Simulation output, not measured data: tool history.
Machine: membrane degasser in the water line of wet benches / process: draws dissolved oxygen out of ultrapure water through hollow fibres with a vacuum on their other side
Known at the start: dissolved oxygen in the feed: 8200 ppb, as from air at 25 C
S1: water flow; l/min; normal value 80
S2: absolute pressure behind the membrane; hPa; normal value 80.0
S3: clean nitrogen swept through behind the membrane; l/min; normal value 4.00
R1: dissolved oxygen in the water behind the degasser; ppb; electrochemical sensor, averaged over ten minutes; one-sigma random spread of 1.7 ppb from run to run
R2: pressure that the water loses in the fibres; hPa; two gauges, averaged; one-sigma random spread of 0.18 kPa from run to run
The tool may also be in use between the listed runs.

| run | day | S1 | S2 | S3 | R1 | R2 |
|---|---|---|---|---|---|---|
| 1 | 0.000 | 80 | 80.0 | 4.00 | 231.7 | 376.5 |
| 2 | 5.892 | 52 | 80.0 | 4.00 | 150.7 | 245.4 |
| 3 | 11.512 | 52 | 80.0 | 4.00 | 148.7 | 241.4 |
| 4 | 16.038 | 57 | 80.0 | 4.00 | 166.3 | 268.9 |
| 5 | 26.362 | 80 | 80.0 | 4.00 | 233.4 | 380.5 |
| 6 | 31.642 | 80 | 80.0 | 4.00 | 228.5 | 379.1 |
| 7 | 39.704 | 80 | 80.0 | 4.00 | 230.4 | 379.8 |
| 8 | 45.867 | 50 | 80.0 | 4.00 | 145.2 | 236.9 |
| 9 | 52.983 | 50 | 80.0 | 4.00 | 144.2 | 237.9 |
| 10 | 62.921 | 80 | 80.0 | 4.00 | 232.8 | 381.8 |
| 11 | 71.458 | 80 | 80.0 | 4.00 | 233.3 | 378.8 |
| 12 | 77.988 | 80 | 80.0 | 4.00 | 233.9 | 381.3 |
| 13 | 84.283 | 76 | 156.0 | 3.17 | 634.1 | 364.0 |
| 14 | 93.025 | 65 | 86.5 | 6.95 | 132.8 | 311.5 |

For run 15, what comes out?
| 15 | 98.471 | 74 | 94.0 | 6.72 | ? | ? |

R1: 177.5 ppb
R2: 354.5 hPa
Take away the tool's hidden state, keep the run-to-run variation as it was, and the same run would have given R1 168.1 ppb, R2 333.1 hPa.
